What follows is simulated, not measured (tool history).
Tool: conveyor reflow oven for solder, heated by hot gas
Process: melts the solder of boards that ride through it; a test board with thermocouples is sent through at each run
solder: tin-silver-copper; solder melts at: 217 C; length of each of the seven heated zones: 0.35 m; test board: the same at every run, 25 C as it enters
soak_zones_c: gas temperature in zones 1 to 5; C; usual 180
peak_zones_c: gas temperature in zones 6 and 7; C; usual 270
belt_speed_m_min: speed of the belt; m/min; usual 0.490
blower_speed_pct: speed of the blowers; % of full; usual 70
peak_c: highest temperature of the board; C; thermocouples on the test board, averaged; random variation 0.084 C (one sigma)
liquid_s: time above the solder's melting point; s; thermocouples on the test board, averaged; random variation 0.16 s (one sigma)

| run | hour | soak_zones_c | peak_zones_c | belt_speed_m_min | blower_speed_pct | peak_c | liquid_s |
|---|---|---|---|---|---|---|---|
| 1 | 0.0 | 180 | 270 | 0.490 | 70 | 251.01 | 65.0 |
| 2 | 14.3 | 180 | 270 | 0.490 | 68 | 250.28 | 63.9 |
| 3 | 28.2 | 180 | 270 | 0.481 | 70 | 251.46 | 66.3 |
| 4 | 40.1 | 180 | 270 | 0.481 | 70 | 251.50 | 66.5 |
| 5 | 50.5 | 180 | 270 | 0.404 | 70 | 256.64 | 85.4 |
| 6 | 63.5 | 180 | 270 | 0.393 | 70 | 257.20 | 88.6 |
| 7 | 78.1 | 180 | 270 | 0.393 | 70 | 257.16 | 88.7 |
| 8 | 88.6 | 180 | 270 | 0.490 | 67 | 249.62 | 63.2 |
| 9 | 95.6 | 180 | 270 | 0.490 | 70 | 250.55 | 64.3 |
| 10 | 108.6 | 180 | 270 | 0.490 | 70 | 250.56 | 64.2 |
| 11 | 123.9 | 180 | 274 | 0.490 | 70 | 253.64 | 66.9 |
| 12 | 138.9 | 180 | 274 | 0.490 | 70 | 253.66 | 66.7 |

Forecast run 13:
| 13 | 147.7 | 180 | 270 | 0.490 | 74 | ? | ? |

{"run 13": {"peak_c": 251.43, "liquid_s": 65.6}}
Without the tool's hidden state the same run would have given peak_c 252.93 C, liquid_s 66.6 s.
